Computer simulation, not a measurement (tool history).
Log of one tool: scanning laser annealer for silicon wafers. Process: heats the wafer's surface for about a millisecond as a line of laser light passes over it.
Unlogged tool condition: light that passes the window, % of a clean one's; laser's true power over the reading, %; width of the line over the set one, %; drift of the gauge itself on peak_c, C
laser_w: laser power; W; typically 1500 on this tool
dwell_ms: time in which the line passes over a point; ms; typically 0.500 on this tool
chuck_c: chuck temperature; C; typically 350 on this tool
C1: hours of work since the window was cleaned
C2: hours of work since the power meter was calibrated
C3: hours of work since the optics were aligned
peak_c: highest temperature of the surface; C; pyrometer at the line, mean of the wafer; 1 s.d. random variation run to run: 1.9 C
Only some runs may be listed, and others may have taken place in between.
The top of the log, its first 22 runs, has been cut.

Run 23, hour 1006.1: usual settings but laser_w 1645 W, dwell_ms 0.374 ms, chuck_c 334 C; C1 355; C2 1098; C3 136. Result: peak_c 1058 C.
At hour 1021.5: window over the wafer cleaned.
Run 24, hour 1064.1: usual settings but laser_w 1645 W, dwell_ms 0.374 ms, chuck_c 334 C; C1 21; C2 1125; C3 164. Result: peak_c 1060 C.
Run 25, hour 1106.7: usual settings but laser_w 1398 W, dwell_ms 0.446 ms, chuck_c 382 C; C1 41; C2 1145; C3 184. Result: peak_c 1048 C.
Run 26, hour 1160.3: usual settings but laser_w 1398 W, dwell_ms 0.446 ms, chuck_c 382 C; C1 67; C2 1171; C3 210. Result: peak_c 1046 C.
Run 27, hour 1196.5: usual settings but laser_w 1612 W, dwell_ms 0.523 ms, chuck_c 324 C; C1 85; C2 1189; C3 228. Result: peak_c 1162 C.
Run 28, hour 1235.4: usual settings but laser_w 1516 W, dwell_ms 0.549 ms, chuck_c 380 C; C1 103; C2 1208; C3 246. Result: peak_c 1178 C.
Run 29, hour 1266.9: usual settings but laser_w 1516 W, dwell_ms 0.549 ms, chuck_c 380 C; C1 119; C2 1223; C3 262. Result: peak_c 1180 C.
Run 30, hour 1319.5: usual settings but laser_w 1516 W, dwell_ms 0.552 ms, chuck_c 366 C; C1 144; C2 1248; C3 287. Result: peak_c 1171 C.
Run 31, hour 1362.0: usual settings but laser_w 1445 W, dwell_ms 0.571 ms, chuck_c 377 C; C1 165; C2 1269; C3 308. Result: peak_c 1155 C.
Run 32, hour 1396.0: usual settings but laser_w 1537 W, chuck_c 316 C; C1 181; C2 1285; C3 324. Result: peak_c 1091 C.
Run 33, hour 1434.7: usual settings but laser_w 1537 W, chuck_c 316 C; C1 200; C2 1304; C3 343. Result: peak_c 1095 C.
Run 34, hour 1487.2: usual settings but laser_w 1291 W, dwell_ms 0.591 ms, chuck_c 373 C; C1 225; C2 1329; C3 368. Result: peak_c 1074 C.
Run 35, hour 1517.4: usual settings but laser_w 1291 W, dwell_ms 0.591 ms, chuck_c 373 C; C1 240; C2 1344; C3 383. Result: peak_c 1072 C.
Run 36, hour 1549.8: usual settings but laser_w 1291 W, dwell_ms 0.591 ms, chuck_c 373 C; C1 255; C2 1360; C3 398. Result: peak_c 1074 C.
Run 37, hour 1578.4: usual settings but laser_w 1291 W, dwell_ms 0.591 ms, chuck_c 373 C; C1 269; C2 1374; C3 412. Result: peak_c 1074 C.

Predict each of these 5 candidate next runs independently; none follows another, all start after run 37:
Run A, hour 1617.9: usual settings but laser_w 1291 W, dwell_ms 0.504 ms, chuck_c 359 C; C1 288; C2 1393; C3 431. Result: peak_c ?.
Run B, hour 1617.9: usual settings but laser_w 1547 W, chuck_c 333 C; C1 288; C2 1393; C3 431. Result: peak_c ?.
Run C, hour 1617.9: usual settings but laser_w 1577 W, dwell_ms 0.507 ms; C1 288; C2 1393; C3 431. Result: peak_c ?.
Run D, hour 1617.9: usual settings but laser_w 1351 W, dwell_ms 0.381 ms, chuck_c 373 C; C1 288; C2 1393; C3 431. Result: peak_c ?.
Run E, hour 1617.9: usual settings but laser_w 1535 W; C1 288; C2 1393; C3 431. Result: peak_c ?.

run  peak_c
  A    1007
  B    1115
  C    1154
  D     968
  E    1127
Without the tool's unlogged condition, the same runs would have read:
run  peak_c
  A    1008
  B    1116
  C    1155
  D     968
  E    1127
